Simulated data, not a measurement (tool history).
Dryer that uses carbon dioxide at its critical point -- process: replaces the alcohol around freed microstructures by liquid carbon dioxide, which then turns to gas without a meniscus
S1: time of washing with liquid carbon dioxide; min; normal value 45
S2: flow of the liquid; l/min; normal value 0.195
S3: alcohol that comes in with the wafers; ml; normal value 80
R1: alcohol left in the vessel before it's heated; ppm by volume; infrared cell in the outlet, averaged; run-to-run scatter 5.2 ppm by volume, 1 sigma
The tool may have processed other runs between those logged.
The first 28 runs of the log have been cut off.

Run 29, hour 300.6: usual settings but S1 28 min, S2 0.228 l/min, S3 23 ml. Result: R1 258 ppm by volume.
Run 30, hour 312.7: usual settings but S1 28 min, S2 0.228 l/min, S3 23 ml. Result: R1 267 ppm by volume.
Run 31, hour 321.8: usual settings but S1 43 min, S2 0.325 l/min. Result: R1 100 ppm by volume.
Run 32, hour 336.2: usual settings but S1 47 min, S3 48 ml. Result: R1 144 ppm by volume.
Run 33, hour 344.4: usual settings but S1 30 min, S2 0.296 l/min, S3 111 ml. Result: R1 210 ppm by volume.
Run 34, hour 355.7: usual settings but S1 39 min, S2 0.142 l/min, S3 75 ml. Result: R1 1306 ppm by volume.
Run 35, hour 366.0: usual settings but S2 0.190 l/min. Result: R1 231 ppm by volume.
Run 36, hour 376.9: usual settings but S2 0.190 l/min. Result: R1 233 ppm by volume.

5 options for the next run, each taken on its own from the tool as it stands now. Forecast them:
Run A, hour 389.0: usual settings but S2 0.181 l/min. Result: R1 ?.
Run B, hour 389.0: usual settings but S1 46 min, S2 0.182 l/min, S3 59 ml. Result: R1 ?.
Run C, hour 389.0: usual settings but S2 0.190 l/min. Result: R1 ?.
Run D, hour 389.0: usual settings but S1 31 min, S2 0.311 l/min. Result: R1 ?.
Run E, hour 389.0: usual settings but S1 37 min, S2 0.124 l/min, S3 31 ml. Result: R1 ?.

run    R1
  A   287
  B   228
  C   247
  D   148
  E  1193
Without the tool's unlogged condition, the same runs would have read:
run   R1
  A  139
  B   92
  C  108
  D   30
  E  914
